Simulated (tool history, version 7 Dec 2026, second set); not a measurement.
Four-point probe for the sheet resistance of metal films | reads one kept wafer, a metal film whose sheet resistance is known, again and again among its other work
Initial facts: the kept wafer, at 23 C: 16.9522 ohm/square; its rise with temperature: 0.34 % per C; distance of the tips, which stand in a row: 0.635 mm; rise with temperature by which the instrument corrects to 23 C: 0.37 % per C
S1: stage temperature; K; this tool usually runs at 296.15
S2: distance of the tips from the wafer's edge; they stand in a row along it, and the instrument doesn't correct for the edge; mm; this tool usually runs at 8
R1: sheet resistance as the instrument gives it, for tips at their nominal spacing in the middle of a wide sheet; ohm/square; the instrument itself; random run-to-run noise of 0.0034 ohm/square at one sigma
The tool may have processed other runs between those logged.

run,hour,S1,S2,R1
1,0.0,296.15,8,16.987166
2,35.7,296.15,8,16.985461
3,68.0,296.15,8,16.992033
4,95.5,296.15,8,16.993624
5,118.4,296.15,8,16.996121
6,150.5,296.15,8,16.995045
7,185.6,296.15,5,17.087560
8,205.4,296.15,5,17.085171
9,233.6,301.15,5,17.060518
10,257.7,301.15,5,17.063684
11,297.0,301.15,5,17.058964
12,338.1,301.15,5,17.061559
13,359.4,301.15,5,17.065487
14,389.6,296.15,4,17.188208
15,409.5,296.15,4,17.183431
16,426.3,296.15,4,17.178623
17,445.2,296.15,41,16.956649
18,474.6,296.15,41,16.956912
19,514.3,296.15,41,16.961772
20,534.0,296.15,41,16.962316
21,571.2,294.15,41,16.974911
22,600.0,294.15,41,16.985505
23,636.8,294.15,14,16.996562
24,676.9,294.15,14,16.994172
25,713.1,296.15,67,16.970271
26,736.9,296.15,67,16.973170
27,764.5,296.15,45,16.977296
28,791.6,300.15,9,17.000094
29,810.9,293.15,17,17.005980
30,841.7,292.15,9,17.046824
31,879.7,295.15,47,16.989903
32,907.7,296.15,5,17.127909
33,943.6,296.15,5,17.128600
34,983.6,304.15,21,16.949408
35,1008.0,293.15,58,17.003421
36,1034.5,292.15,58,17.017568
37,1074.9,305.15,6,17.040676
38,1093.4,296.15,9,17.039644
39,1113.4,294.15,4,17.236229
40,1143.3,293.15,8,17.070730
41,1180.1,293.15,8,17.077311
42,1216.6,300.15,44,16.979232
43,1239.0,300.15,44,16.984632
44,1259.6,300.15,44,16.977127
45,1290.9,296.15,5,17.155513

Each row is a separate what-if for the run after 45, all from the same tool condition, not one after another. Results?
A,1312.5,298.15,7,?
B,1312.5,293.15,8,?
C,1312.5,303.15,5,?

run,R1
A,17.072201
B,17.082322
C,17.115581
Without the tool's unlogged condition, the same runs would have read:
run,R1
A,17.017854
B,17.027605
C,17.061432

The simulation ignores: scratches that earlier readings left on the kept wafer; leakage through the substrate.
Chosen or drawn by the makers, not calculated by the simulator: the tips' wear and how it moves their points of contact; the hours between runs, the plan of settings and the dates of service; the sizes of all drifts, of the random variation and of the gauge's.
